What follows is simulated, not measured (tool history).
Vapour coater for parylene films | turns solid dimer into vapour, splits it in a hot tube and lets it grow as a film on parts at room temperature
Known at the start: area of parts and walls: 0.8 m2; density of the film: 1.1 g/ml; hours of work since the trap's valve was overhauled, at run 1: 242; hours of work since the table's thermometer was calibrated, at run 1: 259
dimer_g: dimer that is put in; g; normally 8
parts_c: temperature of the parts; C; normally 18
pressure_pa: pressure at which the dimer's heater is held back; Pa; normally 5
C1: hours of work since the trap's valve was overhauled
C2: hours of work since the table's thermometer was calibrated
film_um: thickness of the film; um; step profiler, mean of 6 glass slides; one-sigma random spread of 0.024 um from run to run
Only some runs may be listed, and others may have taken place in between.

{"run": 1, "hour": 0.0, "dimer_g": 8, "parts_c": 18, "pressure_pa": 5, "C1": 242, "C2": 259, "film_um": 5.21}
{"run": 2, "hour": 10.2, "dimer_g": 8, "parts_c": 18, "pressure_pa": 6.71, "C1": 251, "C2": 268, "film_um": 5.02}
{"run": 3, "hour": 21.0, "dimer_g": 8, "parts_c": 18, "pressure_pa": 5.78, "C1": 261, "C2": 277, "film_um": 5.14}
{"run": 4, "hour": 31.1, "dimer_g": 8, "parts_c": 18, "pressure_pa": 5.78, "C1": 270, "C2": 286, "film_um": 5.11}
{"run": 5, "hour": 43.9, "dimer_g": 8, "parts_c": 18, "pressure_pa": 10.53, "C1": 281, "C2": 298, "film_um": 4.72}
{"run": 6, "hour": 52.7, "dimer_g": 8, "parts_c": 18, "pressure_pa": 10.53, "C1": 289, "C2": 306, "film_um": 4.68}
{"run": 7, "hour": 60.7, "dimer_g": 8, "parts_c": 18, "pressure_pa": 10.53, "C1": 296, "C2": 313, "film_um": 4.68}
{"run": 8, "hour": 69.3, "dimer_g": 8, "parts_c": 18, "pressure_pa": 10.53, "C1": 304, "C2": 321, "film_um": 4.66}
{"hour": 75.0, "done": "trap's valve overhauled"}
{"run": 9, "hour": 85.4, "dimer_g": 8, "parts_c": 18, "pressure_pa": 10.53, "C1": 9, "C2": 331, "film_um": 5.11}
{"run": 10, "hour": 93.5, "dimer_g": 8, "parts_c": 18, "pressure_pa": 10.53, "C1": 17, "C2": 339, "film_um": 5.15}
{"run": 11, "hour": 104.4, "dimer_g": 8, "parts_c": 18, "pressure_pa": 10.53, "C1": 26, "C2": 348, "film_um": 5.11}
{"run": 12, "hour": 117.2, "dimer_g": 8, "parts_c": 18, "pressure_pa": 10.53, "C1": 38, "C2": 360, "film_um": 5.12}
{"run": 13, "hour": 123.8, "dimer_g": 8, "parts_c": 18, "pressure_pa": 5, "C1": 44, "C2": 366, "film_um": 5.63}
{"run": 14, "hour": 132.6, "dimer_g": 8, "parts_c": 18, "pressure_pa": 5, "C1": 52, "C2": 374, "film_um": 5.57}
{"run": 15, "hour": 140.2, "dimer_g": 8, "parts_c": 18, "pressure_pa": 5, "C1": 58, "C2": 380, "film_um": 5.57}
{"run": 16, "hour": 154.6, "dimer_g": 8, "parts_c": 21, "pressure_pa": 5, "C1": 71, "C2": 393, "film_um": 5.15}
{"run": 17, "hour": 161.2, "dimer_g": 8, "parts_c": 26, "pressure_pa": 5.49, "C1": 77, "C2": 399, "film_um": 4.57}
{"run": 18, "hour": 169.0, "dimer_g": 8, "parts_c": 26, "pressure_pa": 5.49, "C1": 84, "C2": 406, "film_um": 4.57}
{"run": 19, "hour": 184.1, "dimer_g": 8, "parts_c": 26, "pressure_pa": 5.49, "C1": 98, "C2": 420, "film_um": 4.55}
{"run": 20, "hour": 190.5, "dimer_g": 8, "parts_c": 26, "pressure_pa": 5.49, "C1": 103, "C2": 425, "film_um": 4.5}
{"run": 21, "hour": 202.9, "dimer_g": 8, "parts_c": 11, "pressure_pa": 4.56, "C1": 114, "C2": 437, "film_um": 6.52}
{"run": 22, "hour": 214.8, "dimer_g": 8, "parts_c": 11, "pressure_pa": 4.56, "C1": 125, "C2": 447, "film_um": 6.5}
{"run": 23, "hour": 225.7, "dimer_g": 8, "parts_c": 11, "pressure_pa": 4.56, "C1": 135, "C2": 457, "film_um": 6.45}
{"run": 24, "hour": 236.9, "dimer_g": 6, "parts_c": 20, "pressure_pa": 11.91, "C1": 145, "C2": 467, "film_um": 3.5}
{"run": 25, "hour": 248.5, "dimer_g": 8, "parts_c": 25, "pressure_pa": 6.71, "C1": 155, "C2": 477, "film_um": 4.45}
{"run": 26, "hour": 260.6, "dimer_g": 8, "parts_c": 25, "pressure_pa": 6.71, "C1": 166, "C2": 488, "film_um": 4.45}
{"run": 27, "hour": 273.9, "dimer_g": 6, "parts_c": 12, "pressure_pa": 4.29, "C1": 178, "C2": 500, "film_um": 4.72}
{"run": 28, "hour": 281.5, "dimer_g": 4, "parts_c": 28, "pressure_pa": 2.14, "C1": 185, "C2": 507, "film_um": 2.35}
{"run": 29, "hour": 296.6, "dimer_g": 4, "parts_c": 28, "pressure_pa": 2.14, "C1": 198, "C2": 520, "film_um": 2.36}
{"run": 30, "hour": 307.8, "dimer_g": 4, "parts_c": 28, "pressure_pa": 2.14, "C1": 208, "C2": 530, "film_um": 2.34}
{"run": 31, "hour": 315.7, "dimer_g": 4, "parts_c": 28, "pressure_pa": 2.14, "C1": 215, "C2": 537, "film_um": 2.37}
{"run": 32, "hour": 328.4, "dimer_g": 4, "parts_c": 20, "pressure_pa": 3.47, "C1": 227, "C2": 549, "film_um": 2.64}

Each row is a separate what-if for the run after 32, all from the same tool condition, not one after another. Results?
{"run": "A", "hour": 342.2, "dimer_g": 8, "parts_c": 10, "pressure_pa": 7.57, "C1": 239, "C2": 561, "film_um": "?"}
{"run": "B", "hour": 342.2, "dimer_g": 11, "parts_c": 20, "pressure_pa": 3.47, "C1": 239, "C2": 561, "film_um": "?"}
{"run": "C", "hour": 342.2, "dimer_g": 4, "parts_c": 18, "pressure_pa": 5, "C1": 239, "C2": 561, "film_um": "?"}
{"run": "D", "hour": 342.2, "dimer_g": 4, "parts_c": 15, "pressure_pa": 3.47, "C1": 239, "C2": 561, "film_um": "?"}

run=A film_um=6.03
run=B film_um=7.25
run=C film_um=2.63
run=D film_um=2.95
Take away the tool's hidden state, keep each run's random variation, and the runs would have read:
run=A film_um=6.44
run=B film_um=7.75
run=C film_um=2.81
run=D film_um=3.16

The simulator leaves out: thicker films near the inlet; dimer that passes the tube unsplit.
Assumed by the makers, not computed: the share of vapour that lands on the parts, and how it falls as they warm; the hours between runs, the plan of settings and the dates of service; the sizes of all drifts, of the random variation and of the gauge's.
